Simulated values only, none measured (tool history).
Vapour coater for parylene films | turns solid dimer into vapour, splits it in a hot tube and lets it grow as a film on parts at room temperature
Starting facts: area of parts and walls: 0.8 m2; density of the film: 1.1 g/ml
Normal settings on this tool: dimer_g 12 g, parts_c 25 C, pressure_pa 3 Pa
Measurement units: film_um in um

Run 1, hour 0: usual settings. Result: film_um 7.42 um.
Run 2, hour 9.6: usual settings. Result: film_um 7.3 um.
Run 3, hour 24.1: usual settings. Result: film_um 7.26 um.
Run 4, hour 30.4: usual settings but dimer_g 5 g. Result: film_um 2.98 um.
Run 5, hour 43.7: usual settings but pressure_pa 7.23 Pa. Result: film_um 6.14 um.
Run 6, hour 55: usual settings but pressure_pa 8.88 Pa. Result: film_um 5.98 um.
Run 7, hour 64.9: usual settings but parts_c 32 C, pressure_pa 3.68 Pa. Result: film_um 5.51 um.
Run 8, hour 74.6: usual settings but parts_c 32 C, pressure_pa 3.68 Pa. Result: film_um 5.53 um.
Run 9, hour 85.1: usual settings but parts_c 32 C, pressure_pa 3.68 Pa. Result: film_um 5.51 um.
Run 10, hour 92: usual settings but parts_c 32 C, pressure_pa 3.68 Pa. Result: film_um 5.57 um.
Run 11, hour 98.8: usual settings but parts_c 32 C, pressure_pa 3.68 Pa. Result: film_um 5.41 um.
Run 12, hour 108.8: usual settings but dimer_g 8 g, parts_c 26 C. Result: film_um 4.66 um.

Table of differences, measured result less the result of that run with no hidden state. Run-to-run variation is the same in both. Gauge scatter possibly is not:
What the log doesn't record here: vapour lost through the trap's worn valve, %; true temperature of the parts over the reading, C; drift of the gauge itself on film_um, %.
run  film_um
  1    -0.15
  2    -0.17
  3    -0.18
  4    -0.08
  5    -0.17
  6    -0.18
  7    -0.18
  8    -0.19
  9     -0.2
 10     -0.2
 11    -0.21
 12    -0.18

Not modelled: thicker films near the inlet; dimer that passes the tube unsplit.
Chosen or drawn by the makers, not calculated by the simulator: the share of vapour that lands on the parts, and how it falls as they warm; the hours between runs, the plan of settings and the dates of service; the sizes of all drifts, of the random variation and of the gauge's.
